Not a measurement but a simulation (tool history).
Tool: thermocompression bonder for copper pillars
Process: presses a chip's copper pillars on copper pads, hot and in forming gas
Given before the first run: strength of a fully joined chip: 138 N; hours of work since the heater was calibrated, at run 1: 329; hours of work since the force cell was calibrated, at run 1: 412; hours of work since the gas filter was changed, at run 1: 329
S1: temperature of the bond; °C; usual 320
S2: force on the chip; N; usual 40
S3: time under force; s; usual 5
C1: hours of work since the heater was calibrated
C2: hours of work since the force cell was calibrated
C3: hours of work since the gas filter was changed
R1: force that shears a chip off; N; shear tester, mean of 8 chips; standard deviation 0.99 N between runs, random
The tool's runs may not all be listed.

run 1 hour=0.0 | S1=320 S2=40 S3=5 | C1=329 C2=412 C3=329 | R1=90.3
-- hour=19.8 forming gas filter changed
run 2 hour=21.7 | S1=320 S2=43 S3=5 | C1=339 C2=421 C3=1 | R1=94.1
run 3 hour=48.2 | S1=320 S2=40 S3=4 | C1=351 C2=433 C3=13 | R1=85.6
run 4 hour=81.8 | S1=320 S2=40 S3=5 | C1=366 C2=448 C3=28 | R1=91.3
run 5 hour=98.7 | S1=320 S2=40 S3=5 | C1=373 C2=456 C3=36 | R1=92.3
run 6 hour=123.4 | S1=320 S2=40 S3=5 | C1=385 C2=467 C3=47 | R1=89.2
run 7 hour=156.9 | S1=320 S2=40 S3=5 | C1=400 C2=482 C3=62 | R1=91.1
run 8 hour=184.7 | S1=320 S2=40 S3=5 | C1=412 C2=495 C3=74 | R1=89.4
run 9 hour=213.3 | S1=332 S2=40 S3=5 | C1=425 C2=508 C3=87 | R1=100.2
run 10 hour=244.6 | S1=320 S2=39 S3=5 | C1=439 C2=522 C3=101 | R1=89.3
run 11 hour=258.8 | S1=320 S2=39 S3=5 | C1=446 C2=528 C3=108 | R1=89.5
run 12 hour=277.8 | S1=320 S2=39 S3=5 | C1=454 C2=537 C3=116 | R1=90.2
run 13 hour=310.4 | S1=320 S2=39 S3=5 | C1=469 C2=551 C3=131 | R1=91.2
run 14 hour=327.9 | S1=320 S2=40 S3=8 | C1=477 C2=559 C3=139 | R1=100.7
run 15 hour=360.0 | S1=300 S2=40 S3=9 | C1=491 C2=574 C3=154 | R1=87.2
run 16 hour=376.5 | S1=300 S2=40 S3=9 | C1=499 C2=581 C3=161 | R1=87.5
run 17 hour=409.2 | S1=320 S2=31 S3=3 | C1=514 C2=596 C3=176 | R1=64.6
run 18 hour=432.9 | S1=309 S2=43 S3=5 | C1=524 C2=607 C3=186 | R1=84.5
run 19 hour=455.8 | S1=309 S2=43 S3=5 | C1=535 C2=617 C3=197 | R1=84.7
run 20 hour=481.6 | S1=347 S2=43 S3=8 | C1=546 C2=629 C3=208 | R1=124.1
run 21 hour=510.5 | S1=347 S2=43 S3=8 | C1=559 C2=642 C3=222 | R1=123.4
run 22 hour=540.7 | S1=334 S2=27 S3=3 | C1=573 C2=655 C3=235 | R1=69.8
run 23 hour=564.2 | S1=334 S2=27 S3=3 | C1=584 C2=666 C3=246 | R1=67.9
run 24 hour=583.9 | S1=334 S2=27 S3=3 | C1=592 C2=675 C3=255 | R1=69.4
run 25 hour=601.6 | S1=305 S2=32 S3=12 | C1=600 C2=683 C3=263 | R1=88.6
run 26 hour=618.7 | S1=320 S2=44 S3=5 | C1=608 C2=691 C3=270 | R1=95.3

Here are 5 independent what-if runs from the current tool condition. What would each one return?
run A hour=647.9 | S1=344 S2=51 S3=9 | C1=621 C2=704 C3=284 | R1=?
run B hour=647.9 | S1=313 S2=32 S3=12 | C1=621 C2=704 C3=284 | R1=?
run C hour=647.9 | S1=320 S2=36 S3=5 | C1=621 C2=704 C3=284 | R1=?
run D hour=647.9 | S1=313 S2=45 S3=8 | C1=621 C2=704 C3=284 | R1=?
run E hour=647.9 | S1=291 S2=26 S3=6 | C1=621 C2=704 C3=284 | R1=?

run=A R1=128.9
run=B R1=95.1
run=C R1=85.8
run=D R1=101.1
run=E R1=50.0
Had the tool no hidden state, the same runs would have come out as:
run=A R1=129.3
run=B R1=95.7
run=C R1=86.3
run=D R1=101.7
run=E R1=50.4

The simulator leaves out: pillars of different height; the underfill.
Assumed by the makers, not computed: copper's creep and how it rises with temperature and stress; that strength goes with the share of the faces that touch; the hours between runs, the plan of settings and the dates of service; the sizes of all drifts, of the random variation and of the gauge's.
